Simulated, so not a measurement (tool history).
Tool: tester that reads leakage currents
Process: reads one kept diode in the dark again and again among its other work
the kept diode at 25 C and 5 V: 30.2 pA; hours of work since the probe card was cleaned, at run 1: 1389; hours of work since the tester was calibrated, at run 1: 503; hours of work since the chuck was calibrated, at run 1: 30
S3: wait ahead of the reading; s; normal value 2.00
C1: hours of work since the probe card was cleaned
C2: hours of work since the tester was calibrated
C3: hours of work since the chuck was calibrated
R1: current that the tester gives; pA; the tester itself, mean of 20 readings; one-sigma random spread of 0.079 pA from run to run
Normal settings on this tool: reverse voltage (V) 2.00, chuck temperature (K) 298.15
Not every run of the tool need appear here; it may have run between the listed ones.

run 1 hour=0.0 | reverse_voltage_(V)=2.00 chuck_temperature_(K)=298.15 S3=2.00 | C1=1389 C2=503 C3=30 | R1=21.36
run 2 hour=30.8 | reverse_voltage_(V)=2.00 chuck_temperature_(K)=298.15 S3=2.00 | C1=1405 C2=519 C3=46 | R1=21.40
run 3 hour=48.7 | reverse_voltage_(V)=2.00 chuck_temperature_(K)=298.15 S3=2.00 | C1=1414 C2=528 C3=56 | R1=21.46
run 4 hour=72.7 | reverse_voltage_(V)=2.00 chuck_temperature_(K)=298.15 S3=2.00 | C1=1427 C2=540 C3=68 | R1=21.45
run 5 hour=94.3 | reverse_voltage_(V)=2.00 chuck_temperature_(K)=298.15 S3=2.00 | C1=1438 C2=552 C3=80 | R1=21.39
run 6 hour=122.7 | reverse_voltage_(V)=2.00 chuck_temperature_(K)=298.15 S3=2.00 | C1=1453 C2=567 C3=94 | R1=21.46
run 7 hour=158.1 | reverse_voltage_(V)=8.31 chuck_temperature_(K)=311.15 S3=4.03 | C1=1471 C2=585 C3=113 | R1=121.82
run 8 hour=191.7 | reverse_voltage_(V)=4.13 chuck_temperature_(K)=298.15 S3=0.44 | C1=1489 C2=602 C3=130 | R1=31.58
run 9 hour=218.1 | reverse_voltage_(V)=4.13 chuck_temperature_(K)=297.15 S3=4.62 | C1=1502 C2=616 C3=144 | R1=27.72
run 10 hour=236.8 | reverse_voltage_(V)=2.77 chuck_temperature_(K)=294.15 S3=2.00 | C1=1512 C2=626 C3=154 | R1=17.89
run 11 hour=273.6 | reverse_voltage_(V)=2.77 chuck_temperature_(K)=294.15 S3=2.00 | C1=1531 C2=645 C3=173 | R1=17.97

Some steps in R1, run to run, broken into two amounts with sign: the step expected even without the hidden condition (settings, incoming material, random variation), and the rest, left for the hidden condition together with whatever gauge scatter is not in both the measured and the hidden-condition-free result:
What the log doesn't record here: stray current of the dirty probe card, pA a volt; current scale over the true one, %; true chuck temperature over the reading, C; drift of the gauge itself on leakage_pa, %.
Run 6 -> 7: reverse voltage (V) 2.00 -> 8.31, chuck temperature (K) 298.15 -> 311.15, S3 2.00 -> 4.03. R1 +100.36 pA: hidden state +3.01, all else +97.35.
